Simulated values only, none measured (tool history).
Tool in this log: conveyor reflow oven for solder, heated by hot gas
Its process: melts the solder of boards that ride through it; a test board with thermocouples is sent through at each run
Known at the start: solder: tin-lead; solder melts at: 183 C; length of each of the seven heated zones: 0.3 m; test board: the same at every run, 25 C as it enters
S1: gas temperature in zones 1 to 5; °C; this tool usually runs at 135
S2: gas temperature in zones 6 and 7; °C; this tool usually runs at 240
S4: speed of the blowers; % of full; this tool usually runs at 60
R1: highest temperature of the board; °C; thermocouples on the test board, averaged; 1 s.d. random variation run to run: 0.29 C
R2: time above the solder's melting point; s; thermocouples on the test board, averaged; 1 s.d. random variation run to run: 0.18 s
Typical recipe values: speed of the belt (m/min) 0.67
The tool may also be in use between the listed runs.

Run 1, day 0: usual settings. Result: R1 212.8 °C, R2 36.5 s.
Run 2, day 1.95: usual settings but speed of the belt (m/min) 0.615. Result: R1 215.9 °C, R2 42.3 s.
At day 3.662: belt drive overhauled, speed set with a stopwatch.
At day 4.033: flux residue cleaned out of gas plates and filters.
Run 3, day 4.662: usual settings but speed of the belt (m/min) 0.615. Result: R1 213.3 °C, R2 39.6 s.
Run 4, day 7: usual settings but speed of the belt (m/min) 0.615. Result: R1 213.3 °C, R2 39.8 s.
At day 8.692: flux residue cleaned out of gas plates and filters, once more.
Run 5, day 8.925: usual settings but speed of the belt (m/min) 0.615. Result: R1 217 °C, R2 42.3 s.
Run 6, day 10.171: usual settings. Result: R1 213.6 °C, R2 36.4 s.
Run 7, day 11.221: usual settings. Result: R1 212.9 °C, R2 36.1 s.
Run 8, day 12.667: usual settings. Result: R1 212.5 °C, R2 36.1 s.

Expected results for the next run?
Run 9, day 13.742: usual settings but S1 124 °C. Result: R1 ?, R2 ?.

{"run 9": {"R1": 209.7, "R2": 31.8}}
With the hidden condition absent and the run-to-run variation left alone, this run would have shown R1 211.2 °C, R2 32.7 s.
